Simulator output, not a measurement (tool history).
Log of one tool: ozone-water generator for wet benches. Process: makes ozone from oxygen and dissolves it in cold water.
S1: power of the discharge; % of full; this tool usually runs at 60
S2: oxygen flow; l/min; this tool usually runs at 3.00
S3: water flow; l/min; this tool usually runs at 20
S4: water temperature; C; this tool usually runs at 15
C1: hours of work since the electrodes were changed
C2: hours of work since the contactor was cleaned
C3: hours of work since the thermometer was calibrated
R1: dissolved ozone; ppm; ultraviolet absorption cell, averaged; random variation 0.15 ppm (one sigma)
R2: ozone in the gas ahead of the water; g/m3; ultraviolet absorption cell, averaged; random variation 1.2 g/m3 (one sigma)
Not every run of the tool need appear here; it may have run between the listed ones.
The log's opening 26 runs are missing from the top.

run 27 hour=4286.8 | S1=60 S2=3.00 S3=19 S4=11 | C1=5895 C2=1642 C3=1519 | R1=16.7 R2=182.6
run 28 hour=4479.3 | S1=60 S2=3.00 S3=19 S4=11 | C1=6045 C2=1793 C3=1670 | R1=16.6 R2=182.0
run 29 hour=4664.5 | S1=71 S2=5.39 S3=24 S4=15 | C1=6189 C2=1937 C3=1814 | R1=18.0 R2=166.4
run 30 hour=4789.6 | S1=76 S2=1.99 S3=24 S4=15 | C1=6287 C2=2035 C3=1912 | R1=12.7 R2=243.2
run 31 hour=4996.8 | S1=76 S2=1.99 S3=24 S4=15 | C1=6449 C2=2196 C3=2073 | R1=12.7 R2=242.7
run 32 hour=5116.5 | S1=76 S2=1.99 S3=24 S4=15 | C1=6542 C2=2290 C3=2167 | R1=12.4 R2=239.8
run 33 hour=5281.7 | S1=60 S2=1.80 S3=20 S4=7 | C1=6671 C2=2419 C3=2296 | R1=12.8 R2=214.3
run 34 hour=5509.2 | S1=97 S2=5.19 S3=24 S4=7 | C1=6848 C2=2596 C3=2473 | R1=23.3 R2=206.0

Branching from run 34: 3 alternative next runs. What would each branch give?
run A hour=5727.8 | S1=60 S2=3.00 S3=26 S4=15 | C1=7019 C2=2767 C3=2644 | R1=? R2=?
run B hour=5727.8 | S1=60 S2=3.08 S3=26 S4=9 | C1=7019 C2=2767 C3=2644 | R1=? R2=?
run C hour=5727.8 | S1=60 S2=3.00 S3=20 S4=18 | C1=7019 C2=2767 C3=2644 | R1=? R2=?

run=A R1=11.8 R2=175.4
run=B R1=12.3 R2=174.1
run=C R1=14.2 R2=176.7
Without the tool's hidden state the same runs would have given:
run=A R1=15.1 R2=218.2
run=B R1=15.8 R2=216.5
run=C R1=18.2 R2=219.8

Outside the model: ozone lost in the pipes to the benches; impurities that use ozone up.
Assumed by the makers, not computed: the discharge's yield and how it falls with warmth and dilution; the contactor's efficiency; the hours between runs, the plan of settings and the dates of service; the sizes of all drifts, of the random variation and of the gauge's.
